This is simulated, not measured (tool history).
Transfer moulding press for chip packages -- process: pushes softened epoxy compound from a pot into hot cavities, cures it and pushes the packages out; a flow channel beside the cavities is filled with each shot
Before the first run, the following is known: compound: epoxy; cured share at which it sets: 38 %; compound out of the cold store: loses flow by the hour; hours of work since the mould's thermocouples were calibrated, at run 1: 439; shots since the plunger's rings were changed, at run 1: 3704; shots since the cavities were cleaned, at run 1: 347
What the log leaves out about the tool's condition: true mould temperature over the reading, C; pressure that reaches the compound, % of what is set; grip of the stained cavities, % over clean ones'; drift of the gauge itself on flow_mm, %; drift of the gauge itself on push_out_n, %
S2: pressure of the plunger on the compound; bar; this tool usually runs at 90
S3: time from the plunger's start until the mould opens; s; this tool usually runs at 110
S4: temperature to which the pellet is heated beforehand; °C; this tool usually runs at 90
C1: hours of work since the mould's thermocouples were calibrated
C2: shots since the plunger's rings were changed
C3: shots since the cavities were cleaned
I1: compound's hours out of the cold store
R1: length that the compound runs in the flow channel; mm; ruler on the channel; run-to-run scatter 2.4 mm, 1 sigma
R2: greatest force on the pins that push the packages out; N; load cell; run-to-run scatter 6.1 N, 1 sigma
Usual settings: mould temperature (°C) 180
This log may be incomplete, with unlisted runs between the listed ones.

Run 1, hour 0: usual settings; C1 439; C2 3704; C3 347; I1 46.9. Result: R1 483 mm, R2 373 N.
At hour 16.9: plunger's sealing rings changed.
At hour 22: cavities cleaned with cleaning compound and waxed.
Run 2, hour 22.4: usual settings; C1 452; C2 44; C3 5; I1 16.1. Result: R1 567 mm, R2 248 N.
Run 3, hour 45.2: usual settings; C1 467; C2 297; C3 258; I1 47. Result: R1 496 mm, R2 352 N.
Run 4, hour 67.1: usual settings but mould temperature (°C) 184; C1 482; C2 540; C3 501; I1 32.9. Result: R1 521 mm, R2 379 N.
At hour 73.2: cavities cleaned with cleaning compound and waxed.
Run 5, hour 90.9: usual settings but mould temperature (°C) 184; C1 497; C2 787; C3 196; I1 26.2. Result: R1 526 mm, R2 303 N.
Run 6, hour 107.1: usual settings but mould temperature (°C) 184; C1 509; C2 966; C3 375; I1 21.5. Result: R1 541 mm, R2 344 N.
At hour 124.1: cavities cleaned with cleaning compound and waxed.
Run 7, hour 127.7: usual settings but mould temperature (°C) 184; C1 522; C2 1178; C3 40; I1 42.4. Result: R1 494 mm, R2 222 N.
Run 8, hour 151.1: usual settings; C1 537; C2 1437; C3 299; I1 28. Result: R1 534 mm, R2 369 N.
Run 9, hour 163.2: usual settings; C1 546; C2 1572; C3 434; I1 20.2. Result: R1 550 mm, R2 423 N.
At hour 176: cavities cleaned with cleaning compound and waxed.
Run 10, hour 185.1: usual settings but S2 78.7 bar; C1 560; C2 1798; C3 101; I1 35.2. Result: R1 481 mm, R2 286 N.
Run 11, hour 206.4: usual settings but S4 100 °C; C1 574; C2 2034; C3 337; I1 42.3. Result: R1 496 mm, R2 359 N.
Run 12, hour 217.3: usual settings but mould temperature (°C) 173; C1 581; C2 2154; C3 457; I1 32.4. Result: R1 536 mm, R2 602 N.
At hour 226.3: cavities cleaned with cleaning compound and waxed.
Run 13, hour 231.6: usual settings but mould temperature (°C) 173; C1 590; C2 2296; C3 59; I1 18. Result: R1 574 mm, R2 425 N.
Run 14, hour 243.3: usual settings but S2 106 bar; C1 598; C2 2426; C3 189; I1 41.2. Result: R1 538 mm, R2 327 N.
Run 15, hour 256: usual settings but S2 106 bar; C1 607; C2 2567; C3 330; I1 32.7. Result: R1 564 mm, R2 369 N.
Run 16, hour 274.6: usual settings but mould temperature (°C) 187, S2 81.4 bar; C1 619; C2 2773; C3 536; I1 19.2. Result: R1 506 mm, R2 385 N.
At hour 277.6: cavities cleaned with cleaning compound and waxed.
Run 17, hour 299.5: usual settings but S2 91.9 bar, S4 83 °C; C1 635; C2 3032; C3 242; I1 13. Result: R1 568 mm, R2 350 N.
Run 18, hour 317.5: usual settings but mould temperature (°C) 181, S2 91.9 bar, S3 114 s, S4 94 °C; C1 648; C2 3232; C3 442; I1 28.8. Result: R1 521 mm, R2 372 N.
At hour 329: cavities cleaned with cleaning compound and waxed.
Run 19, hour 337.3: usual settings but mould temperature (°C) 181, S2 91.9 bar, S3 114 s, S4 94 °C; C1 660; C2 3435; C3 92; I1 37.8. Result: R1 508 mm, R2 276 N.
Run 20, hour 347.3: usual settings but mould temperature (°C) 181, S3 101 s, S4 81 °C; C1 667; C2 3545; C3 202; I1 30.9. Result: R1 516 mm, R2 346 N.
Run 21, hour 369.1: usual settings but mould temperature (°C) 181, S2 86.1 bar; C1 682; C2 3787; C3 444; I1 10.1. Result: R1 547 mm, R2 399 N.
At hour 377.8: plunger's sealing rings changed.
At hour 382.9: cavities cleaned with cleaning compound and waxed.
Run 22, hour 386.2: usual settings but mould temperature (°C) 173; C1 691; C2 75; C3 36; I1 24.8. Result: R1 564 mm, R2 381 N.
Run 23, hour 407.6: usual settings but mould temperature (°C) 173; C1 705; C2 313; C3 274; I1 10.5. Result: R1 595 mm, R2 576 N.
Run 24, hour 418.2: usual settings but mould temperature (°C) 176, S4 93 °C; C1 712; C2 431; C3 392; I1 23.1. Result: R1 560 mm, R2 472 N.
At hour 433.3: cavities cleaned with cleaning compound and waxed.
Run 25, hour 434.9: usual settings but mould temperature (°C) 176, S4 93 °C; C1 723; C2 599; C3 17; I1 29.3. Result: R1 541 mm, R2 292 N.
Run 26, hour 453.8: usual settings but mould temperature (°C) 176, S4 93 °C; C1 735; C2 808; C3 226; I1 17. Result: R1 569 mm, R2 395 N.
At hour 464.1: mould's thermocouples calibrated.
Run 27, hour 476.3: usual settings but mould temperature (°C) 176, S4 93 °C; C1 8; C2 1036; C3 454; I1 34.2. Result: R1 532 mm, R2 536 N.

Predict each of these 3 candidate next runs independently; none follows another, all start after run 27:
At hour 485.7: cavities cleaned with cleaning compound and waxed.
Run A, hour 502.2: usual settings but mould temperature (°C) 173, S3 103 s, S4 93 °C; C1 25; C2 1306; C3 182; I1 28.5. Result: R1 ?, R2 ?.
At hour 485.7: cavities cleaned with cleaning compound and waxed.
Run B, hour 502.2: usual settings but S2 81.8 bar; C1 25; C2 1306; C3 182; I1 43.7. Result: R1 ?, R2 ?.
At hour 485.7: cavities cleaned with cleaning compound and waxed.
Run C, hour 502.2: usual settings but mould temperature (°C) 176, S2 99.3 bar, S3 93 s, S4 93 °C; C1 25; C2 1306; C3 182; I1 41.5. Result: R1 ?, R2 ?.

run   R1   R2
  A  556  605
  B  483  320
  C  548  574
With no hidden state in the tool, these same runs would have given:
run   R1   R2
  A  562  423
  B  489  225
  C  555  404
